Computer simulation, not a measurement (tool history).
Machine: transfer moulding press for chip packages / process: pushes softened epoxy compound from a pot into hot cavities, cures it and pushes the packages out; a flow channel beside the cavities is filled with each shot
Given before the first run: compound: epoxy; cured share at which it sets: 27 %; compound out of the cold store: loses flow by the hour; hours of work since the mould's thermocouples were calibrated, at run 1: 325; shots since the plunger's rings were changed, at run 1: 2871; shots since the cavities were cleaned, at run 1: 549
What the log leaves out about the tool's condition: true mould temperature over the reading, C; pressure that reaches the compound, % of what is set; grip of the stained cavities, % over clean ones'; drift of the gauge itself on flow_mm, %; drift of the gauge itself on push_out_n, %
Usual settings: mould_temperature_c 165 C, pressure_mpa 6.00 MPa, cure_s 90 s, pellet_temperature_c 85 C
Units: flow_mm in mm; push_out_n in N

run,day,mould_temperature_c,pressure_mpa,cure_s,pellet_temperature_c,hours of work since the mould's thermocouples were calibrated,shots since the plunger's rings were changed,shots since the cavities were cleaned,incoming compound's hours out of the cold store,flow_mm,push_out_n
1,0.000,165,6.00,90,85,325,2871,549,41.0,788,341
# day 0.279: cavities cleaned with cleaning compound and waxed
# day 2.204: cavities cleaned with cleaning compound and waxed
2,2.733,165,6.00,90,90,372,3747,178,24.5,857,268
# day 4.246: cavities cleaned with cleaning compound and waxed
3,4.708,165,6.00,87,90,407,4390,156,37.7,797,299
# day 6.321: cavities cleaned with cleaning compound and waxed
4,7.696,165,6.00,87,90,461,5371,462,26.6,823,345
# day 8.267: cavities cleaned with cleaning compound and waxed
5,9.912,165,6.00,87,90,500,6095,553,19.0,841,357
# day 10.183: cavities cleaned with cleaning compound and waxed
# day 10.700: plunger's sealing rings changed
# day 11.167: mould's thermocouples calibrated
# day 12.288: cavities cleaned with cleaning compound and waxed
6,13.379,165,6.00,87,90,39,850,366,36.4,832,327
# day 14.221: cavities cleaned with cleaning compound and waxed
7,14.746,165,6.00,90,85,63,1289,177,9.8,952,268
# day 16.167: cavities cleaned with cleaning compound and waxed
8,16.525,165,6.00,90,85,94,1864,119,46.5,790,269
# day 18.108: cavities cleaned with cleaning compound and waxed
9,19.479,165,6.00,90,85,147,2835,460,37.9,807,341
# day 20.225: cavities cleaned with cleaning compound and waxed
# day 22.333: cavities cleaned with cleaning compound and waxed
10,22.371,165,6.00,90,85,198,3764,12,21.7,857,258
# day 24.292: cavities cleaned with cleaning compound and waxed
11,25.592,165,6.00,90,85,255,4824,436,25.5,841,326
# day 26.321: cavities cleaned with cleaning compound and waxed
12,27.750,165,6.00,90,85,294,5528,479,19.9,851,353
# day 28.312: cavities cleaned with cleaning compound and waxed
13,29.221,165,6.00,90,85,320,6002,305,10.5,887,320
# day 30.092: plunger's sealing rings changed
# day 30.408: cavities cleaned with cleaning compound and waxed
14,30.975,165,5.36,102,83,348,275,189,38.1,800,269
# day 32.375: cavities cleaned with cleaning compound and waxed
15,33.167,165,5.36,102,83,387,990,266,18.5,858,285
# day 34.304: cavities cleaned with cleaning compound and waxed
16,36.067,165,5.36,102,83,439,1943,593,14.4,860,325
# day 36.283: cavities cleaned with cleaning compound and waxed
# day 38.425: cavities cleaned with cleaning compound and waxed
17,39.262,168,5.36,102,83,495,2974,281,47.9,715,259
# day 40.471: cavities cleaned with cleaning compound and waxed
# day 40.758: mould's thermocouples calibrated
18,41.496,168,5.36,102,83,13,3675,316,46.3,724,293
# day 42.662: cavities cleaned with cleaning compound and waxed
19,44.033,165,6.00,93,81,59,4506,460,47.3,756,334
# day 44.629: cavities cleaned with cleaning compound and waxed
20,46.283,167,6.00,100,84,99,5240,556,38.0,783,326
# day 46.742: cavities cleaned with cleaning compound and waxed
# day 48.908: cavities cleaned with cleaning compound and waxed
21,49.146,172,6.60,99,88,149,6159,79,39.7,780,230
# day 49.704: plunger's sealing rings changed
# day 50.921: cavities cleaned with cleaning compound and waxed
22,51.496,172,6.00,90,85,189,580,193,18.0,889,258
# day 53.021: cavities cleaned with cleaning compound and waxed
23,54.271,172,5.02,90,85,238,1492,421,22.0,779,301
# day 54.975: cavities cleaned with cleaning compound and waxed
24,55.954,172,6.00,90,85,268,2036,330,29.8,816,272
# day 56.954: cavities cleaned with cleaning compound and waxed
25,57.321,158,7.03,90,85,291,2473,123,24.2,968,380
# day 58.954: cavities cleaned with cleaning compound and waxed
26,59.758,158,7.03,90,85,335,3271,270,16.4,999,446

Consider 3 possible next runs. They are alternatives, not a sequence: every one starts from the tool as it was left by run 26. What does each give?
# day 60.892: cavities cleaned with cleaning compound and waxed
A,62.708,173,6.00,90,94,388,4240,609,10.9,?,?
# day 60.892: cavities cleaned with cleaning compound and waxed
B,62.708,162,4.59,90,93,388,4240,609,22.1,?,?
# day 60.892: cavities cleaned with cleaning compound and waxed
C,62.708,165,6.00,127,85,388,4240,609,15.0,?,?

run,flow_mm,push_out_n
A,866,323
B,762,391
C,888,318
Had the tool no hidden state, the same runs would have come out as:
run,flow_mm,push_out_n
A,914,212
B,804,263
C,938,207

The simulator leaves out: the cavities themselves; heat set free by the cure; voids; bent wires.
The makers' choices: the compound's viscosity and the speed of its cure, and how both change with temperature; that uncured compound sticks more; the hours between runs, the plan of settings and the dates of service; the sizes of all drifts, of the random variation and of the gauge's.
